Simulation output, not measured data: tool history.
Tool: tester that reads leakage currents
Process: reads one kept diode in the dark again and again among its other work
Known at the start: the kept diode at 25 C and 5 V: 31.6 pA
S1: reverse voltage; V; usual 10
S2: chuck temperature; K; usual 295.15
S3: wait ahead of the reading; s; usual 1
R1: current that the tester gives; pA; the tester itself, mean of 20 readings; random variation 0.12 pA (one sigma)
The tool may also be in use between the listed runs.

Run 1, day 0: usual settings. Result: R1 55.88 pA.
Run 2, day 2.508: usual settings. Result: R1 56.18 pA.
Run 3, day 5.175: usual settings but S2 325.15 K. Result: R1 368.75 pA.
Run 4, day 7.683: usual settings. Result: R1 57.4 pA.
Run 5, day 9.954: usual settings. Result: R1 57.63 pA.
Run 6, day 12.988: usual settings. Result: R1 58.33 pA.
Run 7, day 15.175: usual settings. Result: R1 59.01 pA.
Run 8, day 17.35: usual settings. Result: R1 59.31 pA.
Run 9, day 20.812: usual settings. Result: R1 60.05 pA.
Run 10, day 23.75: usual settings. Result: R1 60.41 pA.
Run 11, day 25.829: usual settings. Result: R1 61.05 pA.
Run 12, day 29.296: usual settings. Result: R1 61.85 pA.
At day 31.692: tester calibrated.
Run 13, day 32.738: usual settings but S1 1.8 V. Result: R1 21.78 pA.
Run 14, day 35.992: usual settings but S1 1.8 V. Result: R1 21.94 pA.
Run 15, day 39.158: usual settings but S1 1.8 V. Result: R1 22.05 pA.
At day 39.954: probe card cleaned and baked.
Run 16, day 42.538: usual settings but S1 3.9 V. Result: R1 24.84 pA.
Run 17, day 44.421: usual settings but S1 3.9 V. Result: R1 25.07 pA.
Run 18, day 47.333: usual settings. Result: R1 39.27 pA.
Run 19, day 48.896: usual settings. Result: R1 39.67 pA.
Run 20, day 50.4: usual settings. Result: R1 39.98 pA.
Run 21, day 52.354: usual settings but S1 1.3 V, S2 293.15 K, S3 3.82 s. Result: R1 13.08 pA.
Run 22, day 54.112: usual settings but S1 1.3 V, S2 293.15 K, S3 3.82 s. Result: R1 13.08 pA.
Run 23, day 57.558: usual settings but S1 18.8 V, S3 0.49 s. Result: R1 62.2 pA.
Run 24, day 61.158: usual settings but S1 2.6 V, S2 303.15 K, S3 4.57 s. Result: R1 40.29 pA.
Run 25, day 62.992: usual settings but S2 321.15 K, S3 0.44 s. Result: R1 279.54 pA.
Run 26, day 65.304: usual settings but S2 321.15 K, S3 0.33 s. Result: R1 283.83 pA.
Run 27, day 66.767: usual settings but S1 16.6 V, S2 319.15 K. Result: R1 305.38 pA.
Run 28, day 69.812: usual settings but S1 2.8 V, S2 329.15 K. Result: R1 277.7 pA.
Run 29, day 71.808: usual settings but S1 2.8 V, S2 329.15 K. Result: R1 279.61 pA.
At day 73.729: chuck's temperature calibrated.
Run 30, day 74.412: usual settings but S1 2.8 V, S2 329.15 K. Result: R1 258.78 pA.
Run 31, day 76.304: usual settings but S1 6 V, S2 300.15 K. Result: R1 45.92 pA.
Run 32, day 77.767: usual settings but S2 318.15 K. Result: R1 212.37 pA.
Run 33, day 80.138: usual settings but S1 1.3 V, S2 320.15 K, S3 1.72 s. Result: R1 100.28 pA.
Run 34, day 83.546: usual settings but S2 312.15 K. Result: R1 141.15 pA.
Run 35, day 85.612: usual settings but S2 312.15 K. Result: R1 142.29 pA.
Run 36, day 87.429: usual settings but S2 312.15 K. Result: R1 142.81 pA.
Run 37, day 90.446: usual settings but S2 302.15 K, S3 0.3 s. Result: R1 77.48 pA.
Run 38, day 92.342: usual settings but S2 308.15 K, S3 2.5 s. Result: R1 107.51 pA.
Run 39, day 95.821: usual settings but S2 308.15 K, S3 2.5 s. Result: R1 108.33 pA.

Forecast each of these 3 alternatives for the next run:
Run A, day 99.154: usual settings but S1 10.3 V, S2 310.15 K. Result: R1 ?.
Run B, day 99.154: usual settings but S2 312.15 K, S3 1.36 s. Result: R1 ?.
Run C, day 99.154: usual settings but S1 4.8 V, S2 325.15 K, S3 3.23 s. Result: R1 ?.

run      R1
  A  128.32
  B  145.46
  C  255.35
Without the tool's hidden state the same runs would have given:
run      R1
  A  114.17
  B  131.07
  C  243.52

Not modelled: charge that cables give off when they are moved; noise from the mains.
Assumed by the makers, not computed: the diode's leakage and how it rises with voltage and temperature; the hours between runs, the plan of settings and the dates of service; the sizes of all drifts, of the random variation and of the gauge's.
